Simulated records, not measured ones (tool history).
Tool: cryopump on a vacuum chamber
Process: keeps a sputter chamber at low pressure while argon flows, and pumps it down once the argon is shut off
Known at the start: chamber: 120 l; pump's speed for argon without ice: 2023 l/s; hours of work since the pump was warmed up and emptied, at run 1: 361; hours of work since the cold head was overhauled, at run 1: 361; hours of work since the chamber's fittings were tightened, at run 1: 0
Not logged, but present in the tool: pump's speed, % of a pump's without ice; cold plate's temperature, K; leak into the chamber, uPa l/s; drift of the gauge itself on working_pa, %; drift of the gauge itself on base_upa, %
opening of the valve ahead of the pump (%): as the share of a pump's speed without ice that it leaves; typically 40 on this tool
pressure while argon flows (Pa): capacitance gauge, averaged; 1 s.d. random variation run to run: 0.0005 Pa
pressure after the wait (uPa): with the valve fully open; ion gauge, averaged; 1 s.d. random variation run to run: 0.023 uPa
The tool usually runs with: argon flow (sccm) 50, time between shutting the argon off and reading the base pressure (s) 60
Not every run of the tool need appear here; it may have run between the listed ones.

run     day  argon flow (sccm)  time between shutting the argon off and reading the base pressure (s)  opening of the valve ahead of the pump (%)  hours of work since the pump was warmed up and emptied  hours of work since the cold head was overhauled  hours of work since the chamber's fittings were tightened  pressure while argon flows (Pa)  pressure after the wait (uPa)
  1   0.000                 50                                                                     60                                          40                                                     361                                               361                                                          0                           0.1057                           0.83
  2   1.138                 50                                                                     60                                          40                                                     377                                               377                                                         15                           0.1062                           0.88
  3   2.362                 50                                                                     60                                          19                                                     393                                               393                                                         32                           0.2215                           0.83
  4   3.271                 46                                                                     60                                          40                                                     406                                               406                                                         44                           0.0986                           0.82
  5   4.146                 50                                                                     36                                          40                                                     418                                               418                                                         56                           0.1075                           1.34
  6   4.858                 50                                                                     36                                          40                                                     427                                               427                                                         66                           0.1064                           1.33
  7   5.788                 50                                                                     36                                          40                                                     440                                               440                                                         79                           0.1072                           1.27
  8   7.304                 50                                                                     36                                          40                                                     460                                               460                                                         99                           0.1071                           1.30
  9   8.208                 50                                                                     36                                          40                                                     473                                               473                                                        112                           0.1077                           1.29
 10   9.779                 50                                                                     36                                          40                                                     494                                               494                                                        133                           0.1061                           1.41
 11  10.571                 50                                                                     36                                          40                                                     505                                               505                                                        144                           0.1071                           1.32
 12  11.592                 50                                                                     60                                          40                                                     519                                               519                                                        157                           0.1072                           0.90
 13  12.383                 50                                                                     60                                          40                                                     529                                               529                                                        168                           0.1079                           0.93
 14  13.321                 22                                                                     60                                          40                                                     542                                               542                                                        181                           0.0483                           0.98
 15  14.717                 86                                                                     60                                          40                                                     561                                               561                                                        200                           0.1846                           0.94
 16  15.788                 86                                                                     60                                          40                                                     576                                               576                                                        214                           0.1868                           0.97
 17  17.158                 86                                                                     60                                          40                                                     594                                               594                                                        233                           0.1858                           0.96
 18  18.008                 86                                                                     60                                          40                                                     606                                               606                                                        245                           0.1857                           0.92
 19  18.875                 86                                                                     60                                          40                                                     618                                               618                                                        256                           0.1854                           0.99
 20  19.854                 86                                                                     60                                          40                                                     631                                               631                                                        270                           0.1854                           1.02
 21  20.983                 86                                                                     60                                          40                                                     646                                               646                                                        285                           0.1855                           0.99
 22  22.275                 86                                                                     60                                          31                                                     664                                               664                                                        303                           0.2374                           1.00
 23  23.862                 86                                                                    284                                          31                                                     685                                               685                                                        324                           0.2383                           0.52
 24  24.854                 86                                                                    284                                          31                                                     699                                               699                                                        338                           0.2382                           0.51
 25  25.612                 23                                                                     55                                          21                                                     709                                               709                                                        348                           0.0933                           1.10
 26  26.938                 21                                                                     45                                          42                                                     727                                               727                                                        366                           0.0437                           1.29
 27  28.200                 21                                                                     45                                          42                                                     744                                               744                                                        383                           0.0430                           1.30
 28  29.562                 21                                                                     45                                          42                                                     763                                               763                                                        402                           0.0444                           1.35
 29  30.271                 54                                                                     61                                          40                                                     772                                               772                                                        411                           0.1185                           1.08
 30  31.504                 50                                                                     60                                          43                                                     789                                               789                                                        428                           0.1016                           1.10
 31  32.517                 48                                                                     27                                          50                                                     803                                               803                                                        442                           0.0851                           1.87
 32  33.229                 64                                                                    128                                          28                                                     813                                               813                                                        451                           0.1975                           0.75
 33  34.121                 32                                                                    257                                          28                                                     825                                               825                                                        463                           0.0975                           0.62
 34  35.446                 70                                                                     60                                          19                                                     843                                               843                                                        482                           0.3135                           1.16
 35  36.283                 70                                                                     60                                          19                                                     854                                               854                                                        493                           0.3136                           1.14

Measured minus without-hidden-state, run by run (identical run-to-run variation in each term; gauge scatter may differ):
run  pressure while argon flows (Pa)  pressure after the wait (uPa)
  1                          +0.0019                          +0.03
  2                          +0.0020                          +0.04
  3                          +0.0021                          +0.05
  4                          +0.0020                          +0.05
  5                          +0.0022                          +0.06
  6                          +0.0023                          +0.06
  7                          +0.0024                          +0.07
  8                          +0.0025                          +0.09
  9                          +0.0026                          +0.09
 10                          +0.0027                          +0.12
 11                          +0.0028                          +0.11
 12                          +0.0029                          +0.12
 13                          +0.0029                          +0.13
 14                          +0.0013                          +0.14
 15                          +0.0052                          +0.14
 16                          +0.0055                          +0.16
 17                          +0.0056                          +0.17
 18                          +0.0057                          +0.17
 19                          +0.0059                          +0.19
 20                          +0.0060                          +0.20
 21                          +0.0061                          +0.20
 22                          +0.0063                          +0.21
 23                          +0.0065                          +0.23
 24                          +0.0067                          +0.24
 25                          +0.0018                          +0.25
 26                          +0.0017                          +0.27
 27                          +0.0017                          +0.27
 28                          +0.0018                          +0.29
 29                          +0.0047                          +0.29
 30                          +0.0044                          +0.30
 31                          +0.0043                          +0.31
 32                          +0.0059                          +0.31
 33                          +0.0030                          +0.33
 34                          +0.0067                          +0.34
 35                          +0.0067                          +0.35
